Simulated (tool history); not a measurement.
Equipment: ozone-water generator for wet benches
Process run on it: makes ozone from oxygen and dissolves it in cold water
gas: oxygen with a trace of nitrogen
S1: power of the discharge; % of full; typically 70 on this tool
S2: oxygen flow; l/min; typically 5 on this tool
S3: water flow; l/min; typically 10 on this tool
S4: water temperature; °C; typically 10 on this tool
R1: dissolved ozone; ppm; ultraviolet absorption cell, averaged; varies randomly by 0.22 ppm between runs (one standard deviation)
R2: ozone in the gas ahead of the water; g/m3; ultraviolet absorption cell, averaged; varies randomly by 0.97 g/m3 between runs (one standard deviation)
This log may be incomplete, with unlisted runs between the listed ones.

{"run": 1, "hour": 0.0, "S1": 70, "S2": 5, "S3": 10, "S4": 10, "R1": 31.1, "R2": 161.6}
{"run": 2, "hour": 49.9, "S1": 70, "S2": 5, "S3": 10, "S4": 10, "R1": 30.6, "R2": 161.4}
{"run": 3, "hour": 95.0, "S1": 70, "S2": 5, "S3": 10, "S4": 10, "R1": 31, "R2": 162.7}
{"run": 4, "hour": 156.2, "S1": 70, "S2": 5, "S3": 10, "S4": 10, "R1": 30.6, "R2": 163.5}
{"run": 5, "hour": 224.5, "S1": 70, "S2": 5, "S3": 10, "S4": 10, "R1": 30.9, "R2": 161.5}
{"run": 6, "hour": 268.1, "S1": 70, "S2": 5, "S3": 10, "S4": 10, "R1": 30.5, "R2": 162}
{"run": 7, "hour": 329.6, "S1": 70, "S2": 5.48, "S3": 10, "S4": 10, "R1": 30.5, "R2": 153.6}
{"run": 8, "hour": 377.0, "S1": 70, "S2": 5.48, "S3": 10, "S4": 10, "R1": 30.1, "R2": 155.8}
{"run": 9, "hour": 434.9, "S1": 70, "S2": 5.48, "S3": 10, "S4": 10, "R1": 30.5, "R2": 156.4}
{"run": 10, "hour": 486.6, "S1": 70, "S2": 5.48, "S3": 10, "S4": 10, "R1": 30.6, "R2": 152.9}
{"run": 11, "hour": 554.4, "S1": 70, "S2": 5.48, "S3": 10, "S4": 10, "R1": 30.2, "R2": 156.8}
{"run": 12, "hour": 595.1, "S1": 70, "S2": 5, "S3": 10, "S4": 10, "R1": 30.2, "R2": 161.1}
{"run": 13, "hour": 639.1, "S1": 70, "S2": 5, "S3": 10, "S4": 10, "R1": 29.9, "R2": 161.2}
{"run": 14, "hour": 707.6, "S1": 70, "S2": 5, "S3": 10, "S4": 10, "R1": 30.3, "R2": 160.9}
{"hour": 714.4, "done": "water thermometer calibrated"}
{"run": 15, "hour": 739.1, "S1": 70, "S2": 5, "S3": 10, "S4": 10, "R1": 29.9, "R2": 160.8}
{"run": 16, "hour": 793.1, "S1": 70, "S2": 5, "S3": 10, "S4": 15, "R1": 27.5, "R2": 159.4}

For run 17, what comes out?
{"run": 17, "hour": 853.3, "S1": 70, "S2": 5, "S3": 10, "S4": 15, "R1": "?", "R2": "?"}

Run 17 measured R1 27.3 ppm, R2 160.2 g/m3.
The same run, on a tool lacking any hidden state, would have yielded R1 29.1 ppm, R2 165.6 g/m3.
